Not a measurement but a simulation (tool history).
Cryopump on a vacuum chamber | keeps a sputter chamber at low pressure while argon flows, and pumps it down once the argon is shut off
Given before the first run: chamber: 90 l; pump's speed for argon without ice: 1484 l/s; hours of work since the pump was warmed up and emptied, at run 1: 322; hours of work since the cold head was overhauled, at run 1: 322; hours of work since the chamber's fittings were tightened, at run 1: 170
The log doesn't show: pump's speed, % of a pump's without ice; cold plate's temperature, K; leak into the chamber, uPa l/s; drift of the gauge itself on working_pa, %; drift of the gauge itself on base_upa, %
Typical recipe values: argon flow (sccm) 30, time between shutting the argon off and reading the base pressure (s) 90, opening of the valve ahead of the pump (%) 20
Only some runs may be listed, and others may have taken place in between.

run,hour,argon flow (sccm),time between shutting the argon off and reading the base pressure (s),opening of the valve ahead of the pump (%),hours of work since the pump was warmed up and emptied,hours of work since the cold head was overhauled,hours of work since the chamber's fittings were tightened,pressure while argon flows (Pa),pressure after the wait (uPa)
1,0,30,90,20,322,322,170,0.1786,1.42
2,14.4,30,90,23,333,333,182,0.1567,1.42
3,27,30,90,23,343,343,192,0.1569,1.42
4,49.6,30,90,23,361,361,210,0.1571,1.43
5,68.4,30,90,20,376,376,224,0.1812,1.44
6,86.1,17,90,20,390,390,238,0.1026,1.52
7,96.3,49,90,20,398,398,246,0.2995,1.54
8,114.8,49,90,20,413,413,261,0.3011,1.51
9,130.6,30,90,17,425,425,273,0.2142,1.48
10,144.4,30,90,17,436,436,284,0.2149,1.49
# hour 163.5: pump warmed up, emptied and cooled again
11,165.8,30,22,17,2,449,297,0.2002,4.51
12,186.4,30,22,17,18,465,314,0.1994,4.62
13,208.1,30,84,20,35,482,331,0.173,1.55
14,231.7,30,84,20,54,501,349,0.1723,1.49
15,242,30,84,20,62,509,357,0.1733,1.56
16,260.5,30,84,20,76,524,372,0.1726,1.55
17,283.9,30,84,20,95,542,390,0.1723,1.52
18,293.7,30,84,20,103,550,398,0.1752,1.58
19,308.9,34,140,20,115,562,410,0.1974,1.1
20,331.2,28,256,20,132,579,428,0.1615,0.79
21,340.8,30,90,16,140,587,435,0.2198,1.49
22,352.4,16,90,39,149,596,444,0.0492,1.59
23,364.7,30,91,42,159,606,454,0.0863,1.48
24,382.4,30,91,42,173,620,468,0.0855,1.59
25,400.8,30,91,42,187,634,483,0.0857,1.59
26,414.3,30,90,23,198,645,493,0.1546,1.56
27,429.7,45,98,29,210,657,505,0.1856,1.5
28,443.8,45,98,29,221,668,517,0.1863,1.55
29,456.5,19,52,20,231,678,527,0.1129,2.3
30,479.3,19,52,20,249,696,545,0.113,2.42
31,493.7,15,195,55,260,708,556,0.0342,1.11
32,517,15,195,55,279,726,574,0.0357,1.12
33,539.6,30,29,21,297,744,592,0.1714,3.79
34,553.4,30,90,24,308,755,603,0.1524,1.73

Each row is a separate what-if for the run after 34, all from the same tool condition, not one after another. Results?
A,563.2,43,94,49,315,762,611,?,?
B,563.2,27,259,28,315,762,611,?,?
C,563.2,30,231,53,315,762,611,?,?

run,pressure while argon flows (Pa),pressure after the wait (uPa)
A,0.114,1.66
B,0.1177,1.08
C,0.073,1.09
Stripped of hidden state, with their random variation kept, the same runs would have yielded:
run,pressure while argon flows (Pa),pressure after the wait (uPa)
A,0.1012,1.16
B,0.1097,0.57
C,0.0642,0.57
